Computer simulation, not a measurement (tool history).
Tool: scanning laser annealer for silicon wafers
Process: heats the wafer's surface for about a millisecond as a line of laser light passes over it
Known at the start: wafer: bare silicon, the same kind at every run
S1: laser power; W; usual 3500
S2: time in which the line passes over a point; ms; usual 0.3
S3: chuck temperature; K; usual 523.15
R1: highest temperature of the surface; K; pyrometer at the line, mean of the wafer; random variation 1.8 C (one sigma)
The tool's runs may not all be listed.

{"run": 1, "hour": 0.0, "S1": 3500, "S2": 0.3, "S3": 523.15, "R1": 1289.15}
{"run": 2, "hour": 13.5, "S1": 3500, "S2": 0.3, "S3": 523.15, "R1": 1286.15}
{"run": 3, "hour": 25.3, "S1": 3500, "S2": 0.3, "S3": 523.15, "R1": 1288.15}
{"run": 4, "hour": 33.6, "S1": 3500, "S2": 0.3, "S3": 523.15, "R1": 1287.15}
{"run": 5, "hour": 43.6, "S1": 3500, "S2": 0.3, "S3": 523.15, "R1": 1288.15}
{"run": 6, "hour": 56.0, "S1": 3500, "S2": 0.3, "S3": 523.15, "R1": 1287.15}
{"run": 7, "hour": 66.4, "S1": 3500, "S2": 0.3, "S3": 523.15, "R1": 1290.15}
{"run": 8, "hour": 79.2, "S1": 3500, "S2": 0.3, "S3": 523.15, "R1": 1290.15}
{"hour": 98.7, "done": "optics aligned, line set to its width"}
{"run": 9, "hour": 99.7, "S1": 2983, "S2": 0.3, "S3": 523.15, "R1": 1163.15}
{"run": 10, "hour": 116.1, "S1": 2983, "S2": 0.3, "S3": 523.15, "R1": 1163.15}
{"run": 11, "hour": 133.3, "S1": 3103, "S2": 0.3, "S3": 523.15, "R1": 1192.15}
{"run": 12, "hour": 144.3, "S1": 3500, "S2": 0.3, "S3": 523.15, "R1": 1285.15}
{"run": 13, "hour": 154.8, "S1": 3500, "S2": 0.3, "S3": 523.15, "R1": 1287.15}
{"run": 14, "hour": 171.0, "S1": 3500, "S2": 0.3, "S3": 523.15, "R1": 1284.15}
{"run": 15, "hour": 188.3, "S1": 3500, "S2": 0.3, "S3": 523.15, "R1": 1288.15}
{"run": 16, "hour": 203.9, "S1": 3500, "S2": 0.3, "S3": 523.15, "R1": 1286.15}
{"run": 17, "hour": 215.8, "S1": 3500, "S2": 0.3, "S3": 523.15, "R1": 1284.15}
{"run": 18, "hour": 226.0, "S1": 3500, "S2": 0.3, "S3": 532.15, "R1": 1296.15}
{"run": 19, "hour": 236.6, "S1": 3500, "S2": 0.3, "S3": 523.15, "R1": 1285.15}
{"hour": 245.1, "done": "window over the wafer cleaned"}
{"run": 20, "hour": 252.7, "S1": 3500, "S2": 0.3, "S3": 523.15, "R1": 1287.15}
{"run": 21, "hour": 263.6, "S1": 3500, "S2": 0.3, "S3": 523.15, "R1": 1287.15}
{"run": 22, "hour": 273.9, "S1": 3325, "S2": 0.225, "S3": 511.15, "R1": 1148.15}
{"run": 23, "hour": 282.2, "S1": 3480, "S2": 0.214, "S3": 523.15, "R1": 1175.15}
{"run": 24, "hour": 293.8, "S1": 3163, "S2": 0.309, "S3": 547.15, "R1": 1239.15}
{"run": 25, "hour": 308.1, "S1": 3163, "S2": 0.272, "S3": 554.15, "R1": 1208.15}
{"run": 26, "hour": 322.2, "S1": 3418, "S2": 0.277, "S3": 487.15, "R1": 1207.15}
{"run": 27, "hour": 333.2, "S1": 3418, "S2": 0.277, "S3": 487.15, "R1": 1207.15}
{"run": 28, "hour": 343.5, "S1": 3445, "S2": 0.277, "S3": 487.15, "R1": 1215.15}
{"run": 29, "hour": 354.1, "S1": 3500, "S2": 0.249, "S3": 523.15, "R1": 1226.15}
{"run": 30, "hour": 362.6, "S1": 3717, "S2": 0.347, "S3": 493.15, "R1": 1367.15}
{"run": 31, "hour": 376.4, "S1": 3489, "S2": 0.347, "S3": 521.15, "R1": 1336.15}
{"run": 32, "hour": 390.2, "S1": 3190, "S2": 0.225, "S3": 556.15, "R1": 1160.15}
{"run": 33, "hour": 400.3, "S1": 3190, "S2": 0.225, "S3": 556.15, "R1": 1163.15}
{"run": 34, "hour": 412.1, "S1": 3413, "S2": 0.225, "S3": 556.15, "R1": 1209.15}
{"run": 35, "hour": 424.2, "S1": 3413, "S2": 0.225, "S3": 556.15, "R1": 1208.15}
{"run": 36, "hour": 439.9, "S1": 3543, "S2": 0.253, "S3": 514.15, "R1": 1233.15}
{"run": 37, "hour": 449.2, "S1": 3543, "S2": 0.253, "S3": 514.15, "R1": 1231.15}
{"run": 38, "hour": 460.1, "S1": 3500, "S2": 0.327, "S3": 523.15, "R1": 1314.15}
{"run": 39, "hour": 477.3, "S1": 3500, "S2": 0.327, "S3": 523.15, "R1": 1317.15}
{"run": 40, "hour": 484.8, "S1": 3603, "S2": 0.304, "S3": 538.15, "R1": 1332.15}
{"run": 41, "hour": 492.6, "S1": 3095, "S2": 0.288, "S3": 504.15, "R1": 1159.15}

4 ways to go on from here, each from the tool as it stands after run 41. What would each give?
{"run": "A", "hour": 502.9, "S1": 3458, "S2": 0.295, "S3": 503.15, "R1": "?"}
{"run": "B", "hour": 502.9, "S1": 3095, "S2": 0.288, "S3": 543.15, "R1": "?"}
{"run": "C", "hour": 502.9, "S1": 3745, "S2": 0.268, "S3": 559.15, "R1": "?"}
{"run": "D", "hour": 502.9, "S1": 3794, "S2": 0.244, "S3": 504.15, "R1": "?"}

run=A R1=1255.15
run=B R1=1192.15
run=C R1=1342.15
run=D R1=1266.15
Without the tool's hidden state the same runs would have given:
run=A R1=1255.15
run=B R1=1192.15
run=C R1=1343.15
run=D R1=1267.15
